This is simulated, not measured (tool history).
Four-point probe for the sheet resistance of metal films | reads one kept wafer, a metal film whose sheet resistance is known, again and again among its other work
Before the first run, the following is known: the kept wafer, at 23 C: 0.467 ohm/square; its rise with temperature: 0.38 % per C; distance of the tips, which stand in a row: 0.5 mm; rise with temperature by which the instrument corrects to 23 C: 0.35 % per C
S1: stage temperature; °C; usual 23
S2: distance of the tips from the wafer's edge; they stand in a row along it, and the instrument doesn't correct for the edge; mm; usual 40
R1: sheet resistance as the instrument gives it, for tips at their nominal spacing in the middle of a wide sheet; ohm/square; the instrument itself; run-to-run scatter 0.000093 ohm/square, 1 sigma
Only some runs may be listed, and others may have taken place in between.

| run | day | S1 | S2 | R1 |
|---|---|---|---|---|
| 1 | 0 | 23 | 40 | 0.4684 |
| 2 | 0.704 | 23 | 29 | 0.468422 |
| 3 | 1.246 | 23 | 29 | 0.468385 |
| 4 | 1.788 | 23 | 29 | 0.468461 |
| 5 | 2.546 | 23 | 29 | 0.468687 |
| 6 | 3.175 | 23 | 40 | 0.468579 |
| 7 | 3.829 | 23 | 3 | 0.475295 |
| 8 | 4.608 | 23 | 73 | 0.468663 |
| 9 | 5.079 | 23 | 9 | 0.46931 |
| 10 | 5.488 | 23 | 9 | 0.469244 |
| 11 | 5.854 | 23 | 9 | 0.469284 |
| 12 | 6.467 | 23 | 40 | 0.46851 |
| 13 | 6.804 | 23 | 40 | 0.468612 |
| 14 | 7.588 | 23 | 40 | 0.468771 |
| 15 | 8.033 | 23 | 40 | 0.46876 |
| 16 | 8.812 | 23 | 40 | 0.468734 |
| 17 | 9.442 | 23 | 40 | 0.468879 |
| 18 | 9.933 | 23 | 40 | 0.468646 |
| 19 | 10.317 | 23 | 40 | 0.4687 |
| 20 | 10.971 | 23 | 40 | 0.468718 |
| 21 | 11.508 | 25 | 40 | 0.468998 |
| 22 | 12.017 | 25 | 40 | 0.469026 |
| 23 | 12.704 | 23 | 40 | 0.468757 |
| 24 | 13.342 | 20 | 4 | 0.472298 |
| 25 | 13.888 | 19 | 19 | 0.468423 |
| 26 | 14.396 | 19 | 19 | 0.468442 |
| 27 | 14.804 | 19 | 19 | 0.468499 |
| 28 | 15.3 | 23 | 40 | 0.468935 |
| 29 | 16.058 | 24 | 57 | 0.46899 |
| 30 | 16.704 | 24 | 57 | 0.468972 |
| 31 | 17.442 | 24 | 57 | 0.468979 |
| 32 | 18.038 | 22 | 25 | 0.468804 |
| 33 | 18.6 | 22 | 25 | 0.469005 |
| 34 | 19.242 | 22 | 25 | 0.468641 |
| 35 | 20.067 | 21 | 16 | 0.468987 |
| 36 | 20.733 | 21 | 16 | 0.46894 |
| 37 | 21.183 | 20 | 3 | 0.475519 |
| 38 | 21.892 | 20 | 4 | 0.47272 |
| 39 | 22.608 | 20 | 4 | 0.472603 |
| 40 | 23.258 | 27 | 56 | 0.469683 |
| 41 | 23.688 | 34 | 35 | 0.470656 |
| 42 | 24.125 | 23 | 21 | 0.46916 |
| 43 | 24.517 | 25 | 21 | 0.469462 |
| 44 | 25.246 | 26 | 8 | 0.470494 |
| 45 | 25.771 | 26 | 8 | 0.470495 |

A few steps of R1 between consecutive runs. Split each: what settings, incoming material and random variation would produce without the hidden state, and what is left over for the hidden state, along with gauge scatter present in only one of the two compared results (measured, and without hidden state):
The hidden state here: inner tips' distance over the nominal, %; tips' flats over new ones', %; wafer's true temperature over the reading, C; drift of the gauge itself on sheet_ohm, %.
Run 6 -> 7: S2 40 -> 3. R1 +0.006716 ohm/square: hidden state +0.00004, all else +0.006676.
Run 7 -> 8: S2 3 -> 73. R1 -0.006632 ohm/square: hidden state +0.000003, all else -0.006635.
Run 23 -> 24: S1 23 -> 20, S2 40 -> 4. R1 +0.003541 ohm/square: hidden state +0.00004, all else +0.003501.
Run 36 -> 37: S1 21 -> 20, S2 16 -> 3. R1 +0.006579 ohm/square: hidden state +0.000042, all else +0.006537.

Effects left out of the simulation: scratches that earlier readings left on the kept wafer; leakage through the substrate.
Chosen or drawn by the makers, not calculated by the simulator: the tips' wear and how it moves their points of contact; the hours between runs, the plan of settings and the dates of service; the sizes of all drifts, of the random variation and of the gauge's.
